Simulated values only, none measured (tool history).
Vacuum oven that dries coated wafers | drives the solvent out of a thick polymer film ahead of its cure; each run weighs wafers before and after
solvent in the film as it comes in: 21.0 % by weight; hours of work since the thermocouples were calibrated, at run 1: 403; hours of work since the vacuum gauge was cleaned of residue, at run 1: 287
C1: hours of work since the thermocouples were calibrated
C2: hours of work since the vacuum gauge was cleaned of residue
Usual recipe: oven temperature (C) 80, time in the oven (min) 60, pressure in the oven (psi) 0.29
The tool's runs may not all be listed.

run 1 hour=0 | oven_temperature_(C)=80 time_in_the_oven_(min)=60 pressure_in_the_oven_(psi)=0.29 | C1=403 C2=287 | solvent_left_in_the_film_(%)=1.17
run 2 hour=27.7 | oven_temperature_(C)=80 time_in_the_oven_(min)=60 pressure_in_the_oven_(psi)=0.29 | C1=421 C2=305 | solvent_left_in_the_film_(%)=1.16
run 3 hour=84.7 | oven_temperature_(C)=80 time_in_the_oven_(min)=60 pressure_in_the_oven_(psi)=0.29 | C1=459 C2=343 | solvent_left_in_the_film_(%)=1.14
run 4 hour=111.8 | oven_temperature_(C)=80 time_in_the_oven_(min)=60 pressure_in_the_oven_(psi)=0.29 | C1=477 C2=362 | solvent_left_in_the_film_(%)=1.16
run 5 hour=142.5 | oven_temperature_(C)=67 time_in_the_oven_(min)=60 pressure_in_the_oven_(psi)=0.29 | C1=498 C2=382 | solvent_left_in_the_film_(%)=4.54
run 6 hour=202.4 | oven_temperature_(C)=67 time_in_the_oven_(min)=60 pressure_in_the_oven_(psi)=0.29 | C1=538 C2=422 | solvent_left_in_the_film_(%)=4.45
run 7 hour=228.8 | oven_temperature_(C)=80 time_in_the_oven_(min)=60 pressure_in_the_oven_(psi)=1.038 | C1=556 C2=440 | solvent_left_in_the_film_(%)=2.38
run 8 hour=287.1 | oven_temperature_(C)=86 time_in_the_oven_(min)=60 pressure_in_the_oven_(psi)=0.29 | C1=595 C2=479 | solvent_left_in_the_film_(%)=0.58
run 9 hour=339.1 | oven_temperature_(C)=80 time_in_the_oven_(min)=60 pressure_in_the_oven_(psi)=0.29 | C1=630 C2=514 | solvent_left_in_the_film_(%)=1.15
run 10 hour=392.9 | oven_temperature_(C)=80 time_in_the_oven_(min)=53 pressure_in_the_oven_(psi)=0.29 | C1=666 C2=550 | solvent_left_in_the_film_(%)=1.45
run 11 hour=425.6 | oven_temperature_(C)=80 time_in_the_oven_(min)=60 pressure_in_the_oven_(psi)=0.29 | C1=688 C2=572 | solvent_left_in_the_film_(%)=1.16
run 12 hour=463.9 | oven_temperature_(C)=92 time_in_the_oven_(min)=60 pressure_in_the_oven_(psi)=0.29 | C1=714 C2=598 | solvent_left_in_the_film_(%)=0.35
run 13 hour=510.6 | oven_temperature_(C)=92 time_in_the_oven_(min)=60 pressure_in_the_oven_(psi)=0.29 | C1=745 C2=629 | solvent_left_in_the_film_(%)=0.31
run 14 hour=557 | oven_temperature_(C)=92 time_in_the_oven_(min)=60 pressure_in_the_oven_(psi)=0.29 | C1=776 C2=660 | solvent_left_in_the_film_(%)=0.3
run 15 hour=596.3 | oven_temperature_(C)=92 time_in_the_oven_(min)=60 pressure_in_the_oven_(psi)=0.29 | C1=802 C2=687 | solvent_left_in_the_film_(%)=0.29
run 16 hour=651.8 | oven_temperature_(C)=80 time_in_the_oven_(min)=36 pressure_in_the_oven_(psi)=0.29 | C1=840 C2=724 | solvent_left_in_the_film_(%)=2.95
run 17 hour=699.1 | oven_temperature_(C)=80 time_in_the_oven_(min)=55 pressure_in_the_oven_(psi)=0.29 | C1=871 C2=755 | solvent_left_in_the_film_(%)=1.4
run 18 hour=744.1 | oven_temperature_(C)=80 time_in_the_oven_(min)=55 pressure_in_the_oven_(psi)=0.29 | C1=901 C2=786 | solvent_left_in_the_film_(%)=1.38
run 19 hour=799.5 | oven_temperature_(C)=80 time_in_the_oven_(min)=55 pressure_in_the_oven_(psi)=0.29 | C1=939 C2=823 | solvent_left_in_the_film_(%)=1.36
run 20 hour=855.3 | oven_temperature_(C)=80 time_in_the_oven_(min)=55 pressure_in_the_oven_(psi)=0.29 | C1=976 C2=860 | solvent_left_in_the_film_(%)=1.41
run 21 hour=906.7 | oven_temperature_(C)=80 time_in_the_oven_(min)=31 pressure_in_the_oven_(psi)=0.29 | C1=1010 C2=895 | solvent_left_in_the_film_(%)=3.68
-- hour=956.7 oven's thermocouples calibrated
run 22 hour=964.9 | oven_temperature_(C)=80 time_in_the_oven_(min)=31 pressure_in_the_oven_(psi)=0.29 | C1=6 C2=932 | solvent_left_in_the_film_(%)=3.76
run 23 hour=1010.5 | oven_temperature_(C)=80 time_in_the_oven_(min)=60 pressure_in_the_oven_(psi)=0.901 | C1=36 C2=963 | solvent_left_in_the_film_(%)=2.1
run 24 hour=1039.9 | oven_temperature_(C)=80 time_in_the_oven_(min)=60 pressure_in_the_oven_(psi)=0.901 | C1=56 C2=983 | solvent_left_in_the_film_(%)=2.19
run 25 hour=1077.1 | oven_temperature_(C)=77 time_in_the_oven_(min)=52 pressure_in_the_oven_(psi)=0.901 | C1=81 C2=1008 | solvent_left_in_the_film_(%)=3.24
run 26 hour=1141.5 | oven_temperature_(C)=77 time_in_the_oven_(min)=52 pressure_in_the_oven_(psi)=0.901 | C1=124 C2=1051 | solvent_left_in_the_film_(%)=3.22
run 27 hour=1199.3 | oven_temperature_(C)=94 time_in_the_oven_(min)=80 pressure_in_the_oven_(psi)=0.29 | C1=163 C2=1089 | solvent_left_in_the_film_(%)=0.31
run 28 hour=1256.2 | oven_temperature_(C)=94 time_in_the_oven_(min)=80 pressure_in_the_oven_(psi)=0.29 | C1=201 C2=1128 | solvent_left_in_the_film_(%)=0.31
run 29 hour=1302.2 | oven_temperature_(C)=94 time_in_the_oven_(min)=80 pressure_in_the_oven_(psi)=0.29 | C1=232 C2=1158 | solvent_left_in_the_film_(%)=0.22
run 30 hour=1330 | oven_temperature_(C)=94 time_in_the_oven_(min)=80 pressure_in_the_oven_(psi)=0.29 | C1=250 C2=1177 | solvent_left_in_the_film_(%)=0.27
run 31 hour=1382.2 | oven_temperature_(C)=69 time_in_the_oven_(min)=49 pressure_in_the_oven_(psi)=0.458 | C1=285 C2=1212 | solvent_left_in_the_film_(%)=5.19
run 32 hour=1408.9 | oven_temperature_(C)=80 time_in_the_oven_(min)=93 pressure_in_the_oven_(psi)=0.218 | C1=303 C2=1230 | solvent_left_in_the_film_(%)=0.51
run 33 hour=1442.8 | oven_temperature_(C)=67 time_in_the_oven_(min)=99 pressure_in_the_oven_(psi)=0.938 | C1=326 C2=1253 | solvent_left_in_the_film_(%)=3.98
run 34 hour=1469.3 | oven_temperature_(C)=76 time_in_the_oven_(min)=39 pressure_in_the_oven_(psi)=0.157 | C1=344 C2=1271 | solvent_left_in_the_film_(%)=3.54
run 35 hour=1531.5 | oven_temperature_(C)=82 time_in_the_oven_(min)=80 pressure_in_the_oven_(psi)=1.031 | C1=385 C2=1312 | solvent_left_in_the_film_(%)=1.65
run 36 hour=1588.2 | oven_temperature_(C)=80 time_in_the_oven_(min)=32 pressure_in_the_oven_(psi)=0.148 | C1=423 C2=1350 | solvent_left_in_the_film_(%)=3.32
run 37 hour=1629.8 | oven_temperature_(C)=80 time_in_the_oven_(min)=32 pressure_in_the_oven_(psi)=0.148 | C1=451 C2=1378 | solvent_left_in_the_film_(%)=3.28
run 38 hour=1664.4 | oven_temperature_(C)=80 time_in_the_oven_(min)=32 pressure_in_the_oven_(psi)=0.148 | C1=475 C2=1401 | solvent_left_in_the_film_(%)=3.23
run 39 hour=1708.9 | oven_temperature_(C)=91 time_in_the_oven_(min)=60 pressure_in_the_oven_(psi)=0.161 | C1=504 C2=1431 | solvent_left_in_the_film_(%)=0.17
run 40 hour=1762 | oven_temperature_(C)=91 time_in_the_oven_(min)=60 pressure_in_the_oven_(psi)=0.244 | C1=540 C2=1467 | solvent_left_in_the_film_(%)=0.26
run 41 hour=1790.3 | oven_temperature_(C)=76 time_in_the_oven_(min)=77 pressure_in_the_oven_(psi)=0.22 | C1=559 C2=1486 | solvent_left_in_the_film_(%)=1.12
run 42 hour=1853 | oven_temperature_(C)=80 time_in_the_oven_(min)=75 pressure_in_the_oven_(psi)=0.351 | C1=601 C2=1528 | solvent_left_in_the_film_(%)=0.89
run 43 hour=1900.9 | oven_temperature_(C)=80 time_in_the_oven_(min)=75 pressure_in_the_oven_(psi)=0.351 | C1=633 C2=1560 | solvent_left_in_the_film_(%)=0.82
run 44 hour=1951 | oven_temperature_(C)=80 time_in_the_oven_(min)=75 pressure_in_the_oven_(psi)=0.351 | C1=667 C2=1593 | solvent_left_in_the_film_(%)=0.89
run 45 hour=1999.9 | oven_temperature_(C)=80 time_in_the_oven_(min)=47 pressure_in_the_oven_(psi)=0.571 | C1=699 C2=1626 | solvent_left_in_the_film_(%)=2.29
run 46 hour=2057.9 | oven_temperature_(C)=85 time_in_the_oven_(min)=62 pressure_in_the_oven_(psi)=0.773 | C1=738 C2=1665 | solvent_left_in_the_film_(%)=1.28
run 47 hour=2091.9 | oven_temperature_(C)=75 time_in_the_oven_(min)=59 pressure_in_the_oven_(psi)=0.29 | C1=761 C2=1688 | solvent_left_in_the_film_(%)=2.2

3 options for the next run, each taken on its own from the tool as it stands now. Forecast them:
run A hour=2144.5 | oven_temperature_(C)=75 time_in_the_oven_(min)=59 pressure_in_the_oven_(psi)=0.528 | C1=796 C2=1723 | solvent_left_in_the_film_(%)=?
run B hour=2144.5 | oven_temperature_(C)=75 time_in_the_oven_(min)=52 pressure_in_the_oven_(psi)=0.29 | C1=796 C2=1723 | solvent_left_in_the_film_(%)=?
run C hour=2144.5 | oven_temperature_(C)=80 time_in_the_oven_(min)=48 pressure_in_the_oven_(psi)=0.29 | C1=796 C2=1723 | solvent_left_in_the_film_(%)=?

run=A solvent_left_in_the_film_(%)=2.57
run=B solvent_left_in_the_film_(%)=2.64
run=C solvent_left_in_the_film_(%)=1.74
Without the tool's hidden state the same runs would have given:
run=A solvent_left_in_the_film_(%)=2.58
run=B solvent_left_in_the_film_(%)=2.65
run=C solvent_left_in_the_film_(%)=1.75
